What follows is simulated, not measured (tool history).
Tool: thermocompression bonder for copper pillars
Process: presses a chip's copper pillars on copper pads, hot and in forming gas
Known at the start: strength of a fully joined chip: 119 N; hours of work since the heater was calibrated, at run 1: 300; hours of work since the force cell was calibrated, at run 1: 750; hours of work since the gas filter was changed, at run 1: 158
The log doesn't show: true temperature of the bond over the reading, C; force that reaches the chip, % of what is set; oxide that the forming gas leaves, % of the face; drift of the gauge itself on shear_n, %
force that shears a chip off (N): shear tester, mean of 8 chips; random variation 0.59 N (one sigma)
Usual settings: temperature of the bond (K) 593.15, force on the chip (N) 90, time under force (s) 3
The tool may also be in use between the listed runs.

run	hour	temperature of the bond (K)	force on the chip (N)	time under force (s)	hours of work since the heater was calibrated	hours of work since the force cell was calibrated	hours of work since the gas filter was changed	force that shears a chip off (N)
1	0	593.15	90	3	300	750	158	66.9
# hour 57.4: forming gas filter changed
# hour 75.7: force cell calibrated
2	84	593.15	111	3	346	5	14	80.3
3	168.1	593.15	111	3	392	51	61	80.7
4	211.8	593.15	111	3	416	75	85	79.6
5	278.3	593.15	111	3	453	112	122	81.1
6	334.8	593.15	111	3	485	144	153	79.8
# hour 404.2: forming gas filter changed
7	417.1	593.15	88	3	530	189	7	70
8	463.4	593.15	88	3	556	215	33	69.9
9	514.1	593.15	88	3	584	243	61	69.2
# hour 598.1: heater calibrated with a thermocouple chip
10	599.1	593.15	129	3	1	289	107	82.5
11	645.9	593.15	129	3	27	315	133	83.3
12	722.4	621.15	90	3	69	357	175	78.2
# hour 754.6: forming gas filter changed
13	782.7	621.15	90	3	102	391	16	83.5
14	876	593.15	90	3	154	442	67	64.9
15	920.2	593.15	90	3	178	467	92	63.8
16	980.1	593.15	90	3	212	500	125	63.9
17	1061.6	593.15	90	3	257	545	170	65.3
# hour 1098.2: forming gas filter changed
18	1101.7	593.15	54	3	279	567	2	39.6
19	1194.4	593.15	90	2	330	619	53	58.6
20	1236.3	593.15	90	3	353	642	77	67.4
21	1295.7	593.15	90	3	386	675	110	67.4
22	1369.9	593.15	90	3	428	716	151	67.8
23	1416.4	614.15	96	6	453	742	177	97.1
# hour 1440.6: forming gas filter changed
24	1489.7	576.15	71	2	494	782	27	38.5
# hour 1510.5: force cell calibrated
25	1572.9	576.15	71	2	539	35	73	37.3
26	1657.4	576.15	71	2	586	82	119	38
# hour 1733.9: heater calibrated with a thermocouple chip
27	1748.5	576.15	71	2	8	131	169	32.3
# hour 1789.5: forming gas filter changed
28	1818.2	576.15	71	2	46	169	16	34.3
29	1873.2	576.15	71	8	77	200	46	58.6
30	1922.3	621.15	86	2	104	227	74	69.2
31	2010.7	593.15	63	4	153	276	123	48.9
32	2078.8	570.15	93	3	191	314	160	50.8
# hour 2134.8: forming gas filter changed
33	2136.3	570.15	93	3	223	345	1	53.3
34	2192	593.15	90	4	254	376	32	72.7
35	2284.3	583.15	94	8	305	428	83	84.2
36	2379	583.15	94	3	357	480	135	62.3
37	2446.7	583.15	94	4	395	518	173	69.6
# hour 2481.7: forming gas filter changed
38	2501.9	602.15	79	8	425	548	11	89.3
39	2575.8	571.15	79	3	466	589	52	49.5

Measured less the same run without the tool's hidden state. The same run-to-run variation is in both; the gauge's scatter may not be:
run	force that shears a chip off (N)
1	+4.8
2	+5.1
3	+5.1
4	+5
5	+5.1
6	+5
7	+8.5
8	+8.5
9	+8.5
10	-1.4
11	-1.5
12	-1.5
13	+2.3
14	+2.5
15	+2.7
16	+2.7
17	+2.8
18	+4.1
19	+5.3
20	+5.7
21	+5.6
22	+5.7
23	+2.6
24	+6.6
25	+4.8
26	+4.9
27	-0.4
28	+1.2
29	+1.9
30	+1.6
31	+1.9
32	+2.3
33	+4.8
34	+5.3
35	+5.2
36	+5.4
37	+5.5
38	+7.9
39	+7.5

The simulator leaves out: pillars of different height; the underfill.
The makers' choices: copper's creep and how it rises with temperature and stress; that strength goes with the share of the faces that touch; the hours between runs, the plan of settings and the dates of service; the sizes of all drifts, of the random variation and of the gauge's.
